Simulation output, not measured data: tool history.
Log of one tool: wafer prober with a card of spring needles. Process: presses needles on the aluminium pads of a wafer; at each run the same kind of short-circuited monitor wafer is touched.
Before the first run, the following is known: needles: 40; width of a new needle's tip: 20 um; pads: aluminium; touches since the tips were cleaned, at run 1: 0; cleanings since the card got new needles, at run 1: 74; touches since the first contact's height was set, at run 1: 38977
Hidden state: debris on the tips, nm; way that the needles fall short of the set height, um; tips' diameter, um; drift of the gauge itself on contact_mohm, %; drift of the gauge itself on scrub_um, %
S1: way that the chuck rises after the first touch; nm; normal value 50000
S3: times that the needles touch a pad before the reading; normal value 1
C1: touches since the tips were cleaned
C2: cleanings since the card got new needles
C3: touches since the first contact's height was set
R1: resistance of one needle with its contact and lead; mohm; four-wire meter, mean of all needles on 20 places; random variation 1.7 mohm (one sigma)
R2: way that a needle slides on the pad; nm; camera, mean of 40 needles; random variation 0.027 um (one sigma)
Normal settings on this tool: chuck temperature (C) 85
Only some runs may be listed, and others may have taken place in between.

run 1 hour=0.0 | S1=50000 chuck_temperature_(C)=85 S3=1 | C1=0 C2=74 C3=38977 | R1=169 R2=9370
-- hour=23.6 tips cleaned on abrasive film
-- hour=46.9 tips cleaned on abrasive film
run 2 hour=46.9 | S1=50000 chuck_temperature_(C)=85 S3=1 | C1=0 C2=76 C3=56914 | R1=168 R2=9440
-- hour=70.1 tips cleaned on abrasive film
run 3 hour=79.8 | S1=50000 chuck_temperature_(C)=85 S3=1 | C1=3740 C2=77 C3=69529 | R1=168 R2=9460
-- hour=97.2 tips cleaned on abrasive film
-- hour=124.3 tips cleaned on abrasive film
-- hour=147.7 tips cleaned on abrasive film
run 4 hour=147.7 | S1=67000 chuck_temperature_(C)=85 S3=1 | C1=0 C2=80 C3=95503 | R1=162 R2=12670
-- hour=171.5 tips cleaned on abrasive film
-- hour=197.7 tips cleaned on abrasive film
-- hour=225.0 tips cleaned on abrasive film
run 5 hour=226.3 | S1=50000 chuck_temperature_(C)=85 S3=1 | C1=521 C2=83 C3=125590 | R1=169 R2=9490
-- hour=247.5 tips cleaned on abrasive film
-- hour=274.2 tips cleaned on abrasive film
-- hour=301.5 tips cleaned on abrasive film
run 6 hour=304.4 | S1=70000 chuck_temperature_(C)=85 S3=1 | C1=1097 C2=86 C3=155468 | R1=165 R2=13260
-- hour=328.0 tips cleaned on abrasive film
run 7 hour=339.1 | S1=50000 chuck_temperature_(C)=116 S3=1 | C1=4248 C2=87 C3=168765 | R1=176 R2=9490
-- hour=352.8 tips cleaned on abrasive film
-- hour=376.1 tips cleaned on abrasive film
-- hour=399.4 tips cleaned on abrasive film
run 8 hour=402.6 | S1=50000 chuck_temperature_(C)=116 S3=1 | C1=1241 C2=90 C3=193052 | R1=173 R2=9480
-- hour=424.7 tips cleaned on abrasive film
-- hour=448.1 tips cleaned on abrasive film
-- hour=471.4 tips cleaned on abrasive film
run 9 hour=471.4 | S1=50000 chuck_temperature_(C)=116 S3=1 | C1=0 C2=93 C3=219377 | R1=175 R2=9490
-- hour=496.5 tips cleaned on abrasive film
-- hour=502.3 height of the first contact set anew
-- hour=522.5 tips cleaned on abrasive film
run 10 hour=525.8 | S1=50000 chuck_temperature_(C)=85 S3=1 | C1=1284 C2=95 C3=8998 | R1=170 R2=9470
-- hour=546.1 tips cleaned on abrasive film
-- hour=570.0 tips cleaned on abrasive film
-- hour=594.2 tips cleaned on abrasive film
run 11 hour=601.9 | S1=50000 chuck_temperature_(C)=85 S3=1 | C1=2976 C2=98 C3=38112 | R1=172 R2=9490
-- hour=618.0 tips cleaned on abrasive film
-- hour=645.4 tips cleaned on abrasive film
-- hour=669.4 tips cleaned on abrasive film
run 12 hour=670.9 | S1=50000 chuck_temperature_(C)=85 S3=1 | C1=562 C2=101 C3=64507 | R1=169 R2=9430
-- hour=696.7 tips cleaned on abrasive film
-- hour=722.8 tips cleaned on abrasive film
run 13 hour=729.7 | S1=50000 chuck_temperature_(C)=85 S3=1 | C1=2649 C2=103 C3=87038 | R1=169 R2=9450
-- hour=745.7 tips cleaned on abrasive film
-- hour=769.2 tips cleaned on abrasive film
run 14 hour=771.7 | S1=50000 chuck_temperature_(C)=85 S3=1 | C1=978 C2=105 C3=103097 | R1=169 R2=9510
-- hour=795.2 tips cleaned on abrasive film
-- hour=821.6 tips cleaned on abrasive film
run 15 hour=843.6 | S1=50000 chuck_temperature_(C)=85 S3=1 | C1=8436 C2=107 C3=130631 | R1=169 R2=9520
-- hour=847.4 tips cleaned on abrasive film
-- hour=871.7 tips cleaned on abrasive film
-- hour=895.0 tips cleaned on abrasive film
run 16 hour=896.9 | S1=50000 chuck_temperature_(C)=70 S3=2 | C1=729 C2=110 C3=151006 | R1=164 R2=9470
-- hour=921.6 tips cleaned on abrasive film
-- hour=944.5 tips cleaned on abrasive film
run 17 hour=945.4 | S1=38000 chuck_temperature_(C)=70 S3=2 | C1=339 C2=112 C3=169560 | R1=170 R2=7170
-- hour=968.9 tips cleaned on abrasive film
-- hour=994.5 tips cleaned on abrasive film
run 18 hour=1010.5 | S1=60000 chuck_temperature_(C)=85 S3=1 | C1=6148 C2=114 C3=194494 | R1=168 R2=11400
-- hour=1019.6 tips cleaned on abrasive film
-- hour=1044.6 tips cleaned on abrasive film
-- hour=1068.5 tips cleaned on abrasive film
run 19 hour=1070.1 | S1=60000 chuck_temperature_(C)=122 S3=2 | C1=620 C2=117 C3=217301 | R1=175 R2=11420
-- hour=1092.2 tips cleaned on abrasive film
-- hour=1107.2 height of the first contact set anew
run 20 hour=1114.4 | S1=31000 chuck_temperature_(C)=43 S3=1 | C1=8410 C2=118 C3=2763 | R1=171 R2=5880
-- hour=1120.0 tips cleaned on abrasive film
-- hour=1142.3 tips cleaned on abrasive film
run 21 hour=1158.8 | S1=31000 chuck_temperature_(C)=43 S3=1 | C1=6348 C2=120 C3=19737 | R1=171 R2=5890
-- hour=1167.8 tips cleaned on abrasive film
-- hour=1190.9 tips cleaned on abrasive film
run 22 hour=1190.9 | S1=31000 chuck_temperature_(C)=34 S3=3 | C1=0 C2=122 C3=31990 | R1=169 R2=5900
-- hour=1213.1 tips cleaned on abrasive film
-- hour=1238.5 tips cleaned on abrasive film
run 23 hour=1252.8 | S1=65000 chuck_temperature_(C)=29 S3=1 | C1=5525 C2=124 C3=55721 | R1=154 R2=12380
-- hour=1262.6 tips cleaned on abrasive film
-- hour=1287.2 tips cleaned on abrasive film
-- hour=1313.2 tips cleaned on abrasive film
run 24 hour=1313.2 | S1=65000 chuck_temperature_(C)=29 S3=1 | C1=0 C2=127 C3=78799 | R1=157 R2=12450
-- hour=1335.3 tips cleaned on abrasive film
-- hour=1359.4 tips cleaned on abrasive film
run 25 hour=1360.5 | S1=50000 chuck_temperature_(C)=95 S3=2 | C1=422 C2=129 C3=96885 | R1=171 R2=9540
-- hour=1383.8 tips cleaned on abrasive film
run 26 hour=1399.8 | S1=50000 chuck_temperature_(C)=95 S3=2 | C1=6178 C2=130 C3=111974 | R1=177 R2=9520
-- hour=1410.1 tips cleaned on abrasive film
-- hour=1435.8 tips cleaned on abrasive film
-- hour=1461.0 tips cleaned on abrasive film
run 27 hour=1463.4 | S1=50000 chuck_temperature_(C)=95 S3=2 | C1=937 C2=133 C3=136288 | R1=169 R2=9550

Estimate the outcome of run 28 from the log above:
-- hour=1484.3 tips cleaned on abrasive film
-- hour=1506.6 tips cleaned on abrasive film
run 28 hour=1520.6 | S1=66000 chuck_temperature_(C)=49 S3=2 | C1=5368 C2=135 C3=158176 | R1=? R2=?

{"run 28": {"R1": 158, "R2": 12650}}
Had the tool carried no hidden state, the very same run would have given R1 157 mohm, R2 12480 nm.
